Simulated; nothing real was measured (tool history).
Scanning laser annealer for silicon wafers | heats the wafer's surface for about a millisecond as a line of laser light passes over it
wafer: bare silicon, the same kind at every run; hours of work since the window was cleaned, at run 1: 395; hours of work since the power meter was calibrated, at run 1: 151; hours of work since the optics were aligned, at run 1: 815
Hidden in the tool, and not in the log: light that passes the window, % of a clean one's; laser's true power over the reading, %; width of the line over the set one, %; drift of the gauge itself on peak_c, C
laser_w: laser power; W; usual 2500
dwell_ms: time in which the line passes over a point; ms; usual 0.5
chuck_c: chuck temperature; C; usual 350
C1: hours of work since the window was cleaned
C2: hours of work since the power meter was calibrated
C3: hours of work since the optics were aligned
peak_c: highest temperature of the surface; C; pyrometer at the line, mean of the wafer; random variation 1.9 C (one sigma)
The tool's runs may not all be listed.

Run 1, day 0: usual settings; C1 395; C2 151; C3 815. Result: peak_c 1184 C.
Run 2, day 1.392: usual settings; C1 416; C2 172; C3 836. Result: peak_c 1184 C.
Run 3, day 3.492: usual settings; C1 447; C2 203; C3 866. Result: peak_c 1180 C.
Run 4, day 4.379: usual settings but laser_w 2526 W; C1 460; C2 216; C3 879. Result: peak_c 1191 C.
Run 5, day 5.871: usual settings; C1 481; C2 238; C3 901. Result: peak_c 1183 C.
Run 6, day 7.958: usual settings; C1 512; C2 268; C3 932. Result: peak_c 1184 C.
Run 7, day 8.929: usual settings but dwell_ms 0.391 ms; C1 526; C2 282; C3 946. Result: peak_c 1091 C.
At day 9.85: window over the wafer cleaned.
Run 8, day 10.179: usual settings but dwell_ms 0.357 ms; C1 5; C2 300; C3 963. Result: peak_c 1062 C.
Run 9, day 12.167: usual settings but dwell_ms 0.4 ms, chuck_c 328 C; C1 34; C2 329; C3 992. Result: peak_c 1076 C.
Run 10, day 13.317: usual settings but dwell_ms 0.407 ms; C1 51; C2 346; C3 1009. Result: peak_c 1102 C.
Run 11, day 14.417: usual settings but laser_w 2278 W, chuck_c 360 C; C1 67; C2 362; C3 1025. Result: peak_c 1102 C.
Run 12, day 15.321: usual settings but chuck_c 347 C; C1 80; C2 375; C3 1039. Result: peak_c 1179 C.
Run 13, day 17.042: usual settings but laser_w 2489 W, chuck_c 347 C; C1 105; C2 400; C3 1064. Result: peak_c 1175 C.

Hidden state at the last listed run before each entry between runs and at the first one after, where it differs:
Between runs 7 and 8: window over the wafer cleaned (day 9.85)
  light that passes the window, % of a clean one's: 99.96 -> 100
